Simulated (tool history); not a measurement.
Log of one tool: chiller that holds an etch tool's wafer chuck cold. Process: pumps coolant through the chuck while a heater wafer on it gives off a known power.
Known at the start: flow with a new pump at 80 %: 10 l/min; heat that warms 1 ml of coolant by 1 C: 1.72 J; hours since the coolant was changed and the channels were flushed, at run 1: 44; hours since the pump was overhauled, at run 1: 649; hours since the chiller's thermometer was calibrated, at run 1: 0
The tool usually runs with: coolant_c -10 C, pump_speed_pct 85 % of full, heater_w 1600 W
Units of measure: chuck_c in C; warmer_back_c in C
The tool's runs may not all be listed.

run	hour	coolant_c	pump_speed_pct	heater_w	hours since the coolant was changed and the channels were flushed	hours since the pump was overhauled	hours since the chiller's thermometer was calibrated	chuck_c	warmer_back_c
1	0.0	-10	85	1600	44	649	0	1.7	5.27
2	33.9	-10	85	1600	78	683	34	1.8	5.25
3	62.2	-10	80	1600	107	711	62	2.3	5.61
4	102.0	-5	80	1600	146	751	102	7.5	5.56
5	136.4	-10	93	1600	181	786	136	0.8	4.79
6	178.7	-10	85	1600	223	828	179	1.9	5.18
7	217.1	-10	85	1600	262	866	217	1.8	5.23
8	255.7	-10	85	1098	300	905	256	-1.9	3.63
9	276.9	-10	85	1098	321	926	277	-2.2	3.55
10	320.4	-10	68	1600	365	970	320	4.3	6.60
11	338.8	-10	68	1600	383	988	339	4.1	6.62
12	358.4	-10	68	1600	403	1008	358	4.2	6.68
13	387.4	-10	68	1600	432	1037	387	4.1	6.61
14	412.8	-10	68	1439	457	1062	413	2.7	6.00
15	433.4	-10	68	1439	478	1083	433	2.8	5.94
16	452.0	-10	85	1600	497	1101	452	1.8	5.27
17	470.6	-10	85	1600	515	1120	471	1.6	5.29
18	498.6	-10	85	1600	543	1148	499	1.9	5.25
19	530.6	-10	73	1600	575	1180	531	3.4	6.11
20	554.7	-10	84	1600	599	1204	555	2.0	5.30
21	584.6	-10	84	1600	629	1234	585	1.8	5.36
22	623.4	-10	97	1634	668	1273	623	0.7	4.68
23	652.4	-4	95	2055	697	1302	652	9.9	6.02
24	694.4	-4	82	2055	739	1344	694	11.7	6.96
25	727.1	-4	82	2055	772	1376	727	11.5	6.95
26	766.0	-12	74	1419	811	1415	766	-0.3	5.32
27	787.7	-13	76	1600	832	1437	788	-0.2	5.93
28	823.1	-8	63	1565	868	1472	823	6.7	7.01
29	851.5	-8	75	1565	896	1501	852	4.8	5.87
30	870.1	-8	75	1565	915	1519	870	4.6	5.83
31	895.5	-10	71	1600	940	1545	896	3.7	6.27
32	932.6	0	65	1600	977	1582	933	15.1	6.92

3 ways to go on from here, each from the tool as it stands after run 32. What would each give?
A	951.3	-15	88	1229	996	1601	951	?	?
B	951.3	-11	65	1838	996	1601	951	?	?
C	951.3	-5	95	981	996	1601	951	?	?

run	chuck_c	warmer_back_c
A	-6.1	3.85
B	5.7	8.03
C	1.5	2.87
Stripped of hidden state, with their random variation kept, the same runs would have yielded:
run	chuck_c	warmer_back_c
A	-6.1	3.85
B	5.7	8.03
C	1.5	2.87

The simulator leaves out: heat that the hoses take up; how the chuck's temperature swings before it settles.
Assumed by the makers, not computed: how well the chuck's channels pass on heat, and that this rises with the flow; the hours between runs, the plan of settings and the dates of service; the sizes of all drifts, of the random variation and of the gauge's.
